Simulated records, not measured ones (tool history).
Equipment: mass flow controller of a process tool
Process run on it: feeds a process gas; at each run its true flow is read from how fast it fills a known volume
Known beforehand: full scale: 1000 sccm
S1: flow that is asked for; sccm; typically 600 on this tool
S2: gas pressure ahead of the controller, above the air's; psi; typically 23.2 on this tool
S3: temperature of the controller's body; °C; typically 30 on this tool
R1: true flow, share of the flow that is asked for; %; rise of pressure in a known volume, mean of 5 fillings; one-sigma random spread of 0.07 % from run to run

| run | hour | S1 | S2 | S3 | R1 |
|---|---|---|---|---|---|
| 1 | 0 | 600 | 23.2 | 30 | 98.69 |
| 2 | 155.5 | 600 | 23.2 | 30 | 98.94 |
| 3 | 221.4 | 600 | 23.2 | 30 | 98.88 |
| 4 | 286.5 | 600 | 23.2 | 30 | 99 |
| 5 | 358.5 | 600 | 26.8 | 30 | 99 |
| 6 | 482.8 | 600 | 26.8 | 30 | 99.1 |
| 7 | 559.3 | 600 | 26.3 | 30 | 99.05 |
| 8 | 711.1 | 600 | 26.3 | 30 | 99.18 |
| 9 | 810.5 | 228 | 23.2 | 30 | 98.61 |
| 10 | 962.3 | 600 | 23.2 | 22 | 100.2 |
| 11 | 1113 | 600 | 23.2 | 22 | 100.33 |
| 12 | 1235.3 | 600 | 23.2 | 22 | 100.29 |
| 13 | 1346.5 | 600 | 23.2 | 30 | 99.5 |
| 14 | 1500.1 | 600 | 23.2 | 30 | 99.73 |
| 15 | 1571.3 | 600 | 23.2 | 30 | 99.83 |
| 16 | 1684 | 600 | 23.2 | 30 | 99.72 |
| 17 | 1762.4 | 298 | 23.2 | 30 | 99.33 |
| 18 | 1910.7 | 600 | 23.2 | 30 | 99.87 |
| 19 | 1980.8 | 138 | 23.2 | 28 | 99.27 |
| 20 | 2075.4 | 659 | 28.7 | 24 | 100.64 |
| 21 | 2165.4 | 983 | 34.4 | 24 | 101.49 |
| 22 | 2278.2 | 983 | 34.4 | 30 | 100.88 |
| 23 | 2412.3 | 818 | 34.4 | 30 | 100.6 |
| 24 | 2505.2 | 388 | 39.6 | 28 | 99.79 |
| 25 | 2588.7 | 179 | 40.5 | 28 | 99.5 |
| 26 | 2689.3 | 357 | 36 | 38 | 99.02 |
| 27 | 2770.1 | 505 | 24.7 | 38 | 99.41 |
| 28 | 2918.6 | 600 | 40.5 | 30 | 100.32 |
| 29 | 3035 | 409 | 39.2 | 30 | 100.16 |
| 30 | 3191.5 | 875 | 25.1 | 21 | 102.17 |
| 31 | 3350.9 | 875 | 29.6 | 30 | 101.34 |
| 32 | 3478.2 | 100 | 29.6 | 29 | 99.86 |
| 33 | 3635.1 | 357 | 20.5 | 30 | 100.51 |
| 34 | 3785 | 357 | 20.5 | 30 | 100.76 |
|  | 3892.5 | gauge calibrated |
| 35 | 3899.3 | 357 | 20.5 | 30 | 98.4 |
| 36 | 3997.7 | 433 | 28.1 | 31 | 98.3 |

Forecast each of these 3 alternatives for the next run:
| A | 4073.5 | 600 | 35.7 | 37 | ? |
| B | 4073.5 | 797 | 40.3 | 30 | ? |
| C | 4073.5 | 600 | 23.2 | 26 | ? |

| run | R1 |
|---|---|
| A | 98.07 |
| B | 99.07 |
| C | 99.34 |
With the hidden condition removed and each run's random variation left untouched, the same runs would have given:
| run | R1 |
|---|---|
| A | 97.96 |
| B | 98.97 |
| C | 99.23 |
